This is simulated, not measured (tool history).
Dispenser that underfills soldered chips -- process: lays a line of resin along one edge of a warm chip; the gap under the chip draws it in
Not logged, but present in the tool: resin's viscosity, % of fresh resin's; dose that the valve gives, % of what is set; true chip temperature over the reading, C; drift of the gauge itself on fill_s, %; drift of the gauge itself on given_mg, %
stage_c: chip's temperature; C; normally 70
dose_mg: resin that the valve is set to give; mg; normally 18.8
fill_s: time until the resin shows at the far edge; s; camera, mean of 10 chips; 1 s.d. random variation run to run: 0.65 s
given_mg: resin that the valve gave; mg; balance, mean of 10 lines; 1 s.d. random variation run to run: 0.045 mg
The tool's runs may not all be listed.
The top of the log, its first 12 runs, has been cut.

run,hour,stage_c,dose_mg,hours of work since the syringe was changed,hours of work since the valve was cleaned,hours of work since the stage was calibrated,fill_s,given_mg
13,61.8,70,16.8,7,112,179,87.1,16.30
# hour 66.4: new syringe of resin
14,68.8,70,21.8,2,117,184,66.5,21.06
15,75.7,70,21.8,7,122,189,83.6,21.03
# hour 80.2: new syringe of resin
16,80.2,70,21.8,0,125,192,59.9,21.03
# hour 83.0: dispensing valve cleaned and set on the balance
17,86.0,70,17.8,4,2,196,74.8,17.84
18,89.4,70,17.8,6,5,198,82.2,17.83
19,94.3,59,23.9,10,8,202,154.9,23.85
# hour 94.9: new syringe of resin
20,98.2,59,23.9,2,11,205,105.8,23.83
21,101.9,65,23.9,5,14,207,93.7,23.96
# hour 108.7: new syringe of resin
22,109.8,65,23.9,1,19,213,78.4,23.83
23,115.9,65,23.9,5,24,217,96.9,23.69
24,119.1,72,21.5,8,26,220,79.8,21.33
# hour 122.7: new syringe of resin
25,124.1,70,20.1,1,30,223,63.6,19.97
26,130.9,58,18.8,6,35,228,139.3,18.61
27,134.5,58,18.8,9,38,231,158.4,18.66
# hour 136.4: new syringe of resin
28,140.8,67,18.5,3,42,236,82.3,18.33
29,148.0,62,18.8,9,47,241,130.7,18.55
# hour 150.2: new syringe of resin
30,155.7,74,21.9,4,53,246,62.8,21.54
31,160.7,68,20.5,8,57,250,99.1,20.13
# hour 163.9: new syringe of resin
32,164.7,68,20.5,1,59,253,67.3,20.22
33,168.2,68,20.5,3,62,255,77.5,20.15
34,172.9,68,20.5,7,65,259,90.4,20.08
# hour 177.9: new syringe of resin
35,180.9,56,16.3,2,71,265,134.3,15.93
36,185.9,78,17.7,6,75,268,60.9,17.31

Each row is a separate what-if for the run after 36, all from the same tool condition, not one after another. Results?
# hour 191.9: new syringe of resin
A,192.5,65,20.3,0,80,273,?,?
# hour 191.9: new syringe of resin
B,192.5,66,18.8,0,80,273,?,?
# hour 191.9: new syringe of resin
C,192.5,65,16.7,0,80,273,?,?

run,fill_s,given_mg
A,76.7,19.83
B,74.9,18.35
C,81.2,16.29
Without the tool's hidden state the same runs would have given:
run,fill_s,given_mg
A,69.5,20.34
B,67.6,18.81
C,73.2,16.70
